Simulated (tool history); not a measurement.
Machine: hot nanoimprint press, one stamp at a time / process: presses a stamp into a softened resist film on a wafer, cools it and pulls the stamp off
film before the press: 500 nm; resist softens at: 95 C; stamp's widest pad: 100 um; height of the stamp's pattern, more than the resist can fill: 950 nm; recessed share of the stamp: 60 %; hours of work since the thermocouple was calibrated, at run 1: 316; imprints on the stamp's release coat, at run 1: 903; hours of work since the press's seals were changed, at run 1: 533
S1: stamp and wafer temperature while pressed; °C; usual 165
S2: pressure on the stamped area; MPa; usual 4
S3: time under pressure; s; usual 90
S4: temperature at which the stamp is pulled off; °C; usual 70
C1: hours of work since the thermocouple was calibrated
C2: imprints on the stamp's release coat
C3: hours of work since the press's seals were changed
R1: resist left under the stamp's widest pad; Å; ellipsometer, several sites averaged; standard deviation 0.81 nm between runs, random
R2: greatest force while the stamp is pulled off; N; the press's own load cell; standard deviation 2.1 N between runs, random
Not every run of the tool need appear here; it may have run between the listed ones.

| run | day | S1 | S2 | S3 | S4 | C1 | C2 | C3 | R1 | R2 |
|---|---|---|---|---|---|---|---|---|---|---|
| 1 | 0 | 165 | 4 | 90 | 70 | 316 | 903 | 533 | 1862 | 178 |
|  | 0.8 | stamp cleaned and given a new release coat |
| 2 | 1.921 | 165 | 4 | 90 | 70 | 332 | 47 | 549 | 1868 | 154 |
| 3 | 3.7 | 165 | 4 | 90 | 70 | 350 | 122 | 566 | 1857 | 163 |
| 4 | 4.962 | 165 | 4 | 90 | 70 | 362 | 175 | 579 | 1871 | 163 |
| 5 | 5.879 | 165 | 4 | 90 | 70 | 371 | 213 | 587 | 1874 | 165 |
| 6 | 7.421 | 165 | 4 | 90 | 70 | 385 | 278 | 602 | 1850 | 165 |
|  | 9.046 | plate thermocouple calibrated |
| 7 | 9.379 | 165 | 4 | 90 | 70 | 3 | 354 | 620 | 1816 | 163 |
| 8 | 11.417 | 165 | 4 | 90 | 70 | 23 | 440 | 640 | 1820 | 166 |
|  | 12.112 | plate thermocouple calibrated, once more |
| 9 | 12.383 | 165 | 4 | 90 | 61 | 3 | 475 | 648 | 1938 | 210 |
| 10 | 13.279 | 159 | 4 | 90 | 70 | 11 | 513 | 656 | 2486 | 171 |
| 11 | 14.175 | 159 | 4 | 90 | 70 | 20 | 550 | 665 | 2459 | 173 |
| 12 | 16.267 | 159 | 4 | 90 | 70 | 40 | 638 | 685 | 2458 | 174 |
| 13 | 18.142 | 159 | 4 | 90 | 70 | 58 | 716 | 703 | 2452 | 176 |
| 14 | 19.567 | 165 | 4 | 90 | 70 | 72 | 776 | 717 | 1926 | 178 |
| 15 | 21.362 | 165 | 4 | 90 | 70 | 89 | 851 | 734 | 1937 | 180 |

Forecast run 16:
|  | 23.404 | stamp cleaned and given a new release coat |
| 16 | 23.642 | 165 | 4 | 90 | 70 | 109 | 10 | 754 | ? | ? |

Run 16 came out at R1 1934 Å, R2 159 N.
Take away the tool's hidden state, keep the run-to-run variation as it was, and the same run would have given R1 1901 Å, R2 159 N.
